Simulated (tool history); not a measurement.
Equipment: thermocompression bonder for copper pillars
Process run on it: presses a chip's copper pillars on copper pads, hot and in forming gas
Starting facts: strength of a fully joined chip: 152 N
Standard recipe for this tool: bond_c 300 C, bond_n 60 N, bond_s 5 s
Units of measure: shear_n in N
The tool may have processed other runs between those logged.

Run 1, hour 0: usual settings. Result: shear_n 65.9 N.
Run 2, hour 42: usual settings. Result: shear_n 65.9 N.
At hour 84.5: forming gas filter changed.
Run 3, hour 85.8: usual settings. Result: shear_n 73 N.
Run 4, hour 129.6: usual settings. Result: shear_n 73.3 N.
Run 5, hour 177: usual settings but bond_s 9 s. Result: shear_n 87.1 N.
Run 6, hour 251.6: usual settings but bond_s 9 s. Result: shear_n 85.8 N.
At hour 265.6: force cell calibrated.
At hour 271.6: heater calibrated with a thermocouple chip.
Run 7, hour 319.7: usual settings but bond_s 9 s. Result: shear_n 76.7 N.
At hour 355.1: forming gas filter changed.
Run 8, hour 375.6: usual settings but bond_s 9 s. Result: shear_n 84.5 N.
Run 9, hour 415.3: usual settings but bond_s 9 s. Result: shear_n 81.6 N.
Run 10, hour 465.7: usual settings. Result: shear_n 66.8 N.
Run 11, hour 503.7: usual settings. Result: shear_n 66.7 N.
Run 12, hour 539.7: usual settings. Result: shear_n 65.4 N.
Run 13, hour 592.5: usual settings. Result: shear_n 64.7 N.
At hour 623.4: forming gas filter changed.
Run 14, hour 636.6: usual settings. Result: shear_n 71.4 N.
Run 15, hour 678.4: usual settings. Result: shear_n 70.8 N.
Run 16, hour 743.6: usual settings but bond_c 290 C, bond_n 42 N. Result: shear_n 49.2 N.
Run 17, hour 822.4: usual settings but bond_c 292 C, bond_n 51 N, bond_s 11 s. Result: shear_n 73.7 N.
Run 18, hour 863.4: usual settings but bond_c 292 C, bond_n 51 N, bond_s 11 s. Result: shear_n 72.5 N.
At hour 896.4: forming gas filter changed.
Run 19, hour 946.8: usual settings but bond_c 280 C, bond_n 44 N, bond_s 7 s. Result: shear_n 53.9 N.

Run 20 has not been measured yet. What should we expect?
Run 20, hour 989.6: usual settings but bond_c 284 C, bond_n 80 N, bond_s 3 s. Result: shear_n ?.

shear_n: 55.7 N
Had the tool carried no hidden state, the very same run would have given shear_n 50.3 N.

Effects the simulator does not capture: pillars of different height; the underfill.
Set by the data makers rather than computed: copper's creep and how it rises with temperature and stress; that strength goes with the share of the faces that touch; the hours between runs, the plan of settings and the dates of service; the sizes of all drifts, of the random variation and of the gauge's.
